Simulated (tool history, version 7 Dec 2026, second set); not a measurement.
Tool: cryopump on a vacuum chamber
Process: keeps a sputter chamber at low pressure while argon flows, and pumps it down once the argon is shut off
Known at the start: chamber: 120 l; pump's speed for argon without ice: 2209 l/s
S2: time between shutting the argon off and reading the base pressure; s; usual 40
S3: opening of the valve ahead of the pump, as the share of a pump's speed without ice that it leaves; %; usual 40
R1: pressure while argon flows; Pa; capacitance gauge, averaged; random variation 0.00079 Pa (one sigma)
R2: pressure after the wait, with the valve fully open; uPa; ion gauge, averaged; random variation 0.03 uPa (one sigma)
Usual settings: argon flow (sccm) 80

Run 1, day 0: usual settings. Result: R1 0.1755 Pa, R2 2.91 uPa.
At day 3.208: pump warmed up, emptied and cooled again.
Run 2, day 4.042: usual settings. Result: R1 0.154 Pa, R2 2.58 uPa.
Run 3, day 7.038: usual settings. Result: R1 0.1555 Pa, R2 2.66 uPa.
Run 4, day 9.775: usual settings but argon flow (sccm) 111. Result: R1 0.2182 Pa, R2 2.64 uPa.
Run 5, day 13.471: usual settings but argon flow (sccm) 111. Result: R1 0.2203 Pa, R2 2.76 uPa.
Run 6, day 17.904: usual settings but argon flow (sccm) 111. Result: R1 0.2237 Pa, R2 2.78 uPa.
Run 7, day 20.738: usual settings but S3 23 %. Result: R1 0.275 Pa, R2 2.91 uPa.
Run 8, day 25.325: usual settings but S2 235 s. Result: R1 0.1648 Pa, R2 1.83 uPa.
Run 9, day 29.008: usual settings. Result: R1 0.1676 Pa, R2 2.96 uPa.
Run 10, day 32.258: usual settings. Result: R1 0.1699 Pa, R2 3.09 uPa.
At day 35.15: leaking fittings of the chamber tightened, without venting.
Run 11, day 35.308: usual settings. Result: R1 0.1715 Pa, R2 1.46 uPa.
Run 12, day 40.121: usual settings. Result: R1 0.1775 Pa, R2 1.58 uPa.
At day 40.725: pump warmed up, emptied and cooled again.
Run 13, day 44.754: usual settings but S3 60 %. Result: R1 0.106 Pa, R2 1.55 uPa.
Run 14, day 49.283: usual settings but S3 60 %. Result: R1 0.1072 Pa, R2 1.58 uPa.
Run 15, day 52.65: usual settings but S3 60 %. Result: R1 0.1109 Pa, R2 1.57 uPa.
Run 16, day 56.471: usual settings but argon flow (sccm) 53, S2 106 s, S3 60 %. Result: R1 0.074 Pa, R2 0.83 uPa.
Run 17, day 59.879: usual settings but argon flow (sccm) 34, S2 28 s, S3 26 %. Result: R1 0.1056 Pa, R2 2.29 uPa.
Run 18, day 62.5: usual settings but argon flow (sccm) 34, S2 28 s, S3 26 %. Result: R1 0.1059 Pa, R2 2.33 uPa.
Run 19, day 64.979: usual settings but argon flow (sccm) 46, S2 37 s, S3 27 %. Result: R1 0.1391 Pa, R2 1.82 uPa.
Run 20, day 69.821: usual settings but argon flow (sccm) 46, S2 37 s, S3 16 %. Result: R1 0.2288 Pa, R2 1.95 uPa.
Run 21, day 73.783: usual settings but argon flow (sccm) 46, S2 37 s, S3 16 %. Result: R1 0.233 Pa, R2 1.96 uPa.
At day 78.112: pump warmed up, emptied and cooled again.
Run 22, day 78.542: usual settings but argon flow (sccm) 46, S2 37 s, S3 16 %. Result: R1 0.222 Pa, R2 1.86 uPa.
Run 23, day 83.875: usual settings but argon flow (sccm) 45, S3 59 %. Result: R1 0.0617 Pa, R2 1.8 uPa.
Run 24, day 87.421: usual settings but argon flow (sccm) 45, S3 59 %. Result: R1 0.0614 Pa, R2 1.86 uPa.
Run 25, day 92.662: usual settings but argon flow (sccm) 34, S2 30 s, S3 31 %. Result: R1 0.088 Pa, R2 2.34 uPa.

Forecast each of these 3 alternatives for the next run:
Run A, day 94.904: usual settings but argon flow (sccm) 34, S2 30 s, S3 20 %. Result: R1 ?, R2 ?.
Run B, day 94.904: usual settings but S2 216 s, S3 26 %. Result: R1 ?, R2 ?.
Run C, day 94.904: usual settings but argon flow (sccm) 34, S2 300 s, S3 24 %. Result: R1 ?, R2 ?.

run      R1    R2
  A  0.1354  2.35
  B  0.2454  0.77
  C   0.113  0.78
Without the tool's hidden state the same runs would have given:
run      R1    R2
  A  0.1308   1.9
  B  0.2345  0.33
  C  0.1083  0.32
